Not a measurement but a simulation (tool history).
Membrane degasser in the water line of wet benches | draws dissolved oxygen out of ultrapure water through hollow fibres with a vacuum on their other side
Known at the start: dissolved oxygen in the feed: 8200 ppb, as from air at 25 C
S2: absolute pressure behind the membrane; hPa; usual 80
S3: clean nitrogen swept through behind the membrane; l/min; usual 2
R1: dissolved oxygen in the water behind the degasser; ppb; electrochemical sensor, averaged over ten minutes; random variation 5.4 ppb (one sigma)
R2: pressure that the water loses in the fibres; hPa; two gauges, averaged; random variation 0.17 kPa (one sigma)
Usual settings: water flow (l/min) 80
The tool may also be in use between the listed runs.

run 1 hour=0 | water_flow_(l/min)=80 S2=80 S3=2 | R1=567.9 R2=270.3
run 2 hour=142.5 | water_flow_(l/min)=80 S2=80 S3=2 | R1=568.8 R2=267.4
run 3 hour=294.5 | water_flow_(l/min)=80 S2=80 S3=2 | R1=567.8 R2=270.5
run 4 hour=383.3 | water_flow_(l/min)=52 S2=80 S3=2 | R1=355.7 R2=174.4
run 5 hour=499.2 | water_flow_(l/min)=52 S2=80 S3=2 | R1=350.4 R2=175.5
-- hour=569 vacuum gauge calibrated
run 6 hour=621 | water_flow_(l/min)=52 S2=80 S3=2 | R1=354.9 R2=173.7
run 7 hour=790.4 | water_flow_(l/min)=52 S2=80 S3=2 | R1=355.1 R2=175.4
run 8 hour=989.3 | water_flow_(l/min)=52 S2=80 S3=2 | R1=353.7 R2=174.1
run 9 hour=1159.8 | water_flow_(l/min)=80 S2=80 S3=2 | R1=592.9 R2=271.5
run 10 hour=1337 | water_flow_(l/min)=80 S2=80 S3=2 | R1=584 R2=272.2
run 11 hour=1454.7 | water_flow_(l/min)=80 S2=80 S3=2 | R1=581.3 R2=269.2
-- hour=1506.8 vacuum gauge calibrated, once more
run 12 hour=1592.6 | water_flow_(l/min)=80 S2=80 S3=2 | R1=562.6 R2=270
run 13 hour=1702.1 | water_flow_(l/min)=80 S2=80 S3=2 | R1=560.1 R2=269.6
run 14 hour=1841.8 | water_flow_(l/min)=77 S2=80 S3=2 | R1=545.3 R2=259.8
run 15 hour=2001.4 | water_flow_(l/min)=77 S2=80 S3=2 | R1=537.6 R2=263.3
run 16 hour=2165.7 | water_flow_(l/min)=77 S2=80 S3=2 | R1=546.9 R2=262.1
run 17 hour=2345.2 | water_flow_(l/min)=117 S2=80 S3=1.96 | R1=868.5 R2=400.1
run 18 hour=2505 | water_flow_(l/min)=79 S2=59.2 S3=2.04 | R1=402.1 R2=271.8
run 19 hour=2714.2 | water_flow_(l/min)=79 S2=59.2 S3=2.04 | R1=408.1 R2=268.1
run 20 hour=2912.3 | water_flow_(l/min)=119 S2=80 S3=2.42 | R1=827.3 R2=406
run 21 hour=3063 | water_flow_(l/min)=77 S2=50.5 S3=1.03 | R1=425.1 R2=260.6
run 22 hour=3181 | water_flow_(l/min)=98 S2=80 S3=2 | R1=729.8 R2=335.3
run 23 hour=3382.8 | water_flow_(l/min)=78 S2=80 S3=5.7 | R1=346.9 R2=266.3
run 24 hour=3552.5 | water_flow_(l/min)=78 S2=80 S3=5.7 | R1=353.8 R2=265.7
run 25 hour=3702.2 | water_flow_(l/min)=78 S2=49.3 S3=2.96 | R1=305.3 R2=268.9

Run 26 comes next. What will it give?
run 26 hour=3809.8 | water_flow_(l/min)=99 S2=80 S3=3.5 | R1=? R2=?

{"run 26": {"R1": 585.5, "R2": 340}}
Without the tool's hidden state the same run would have given R1 534.7 ppb, R2 323.5 hPa.
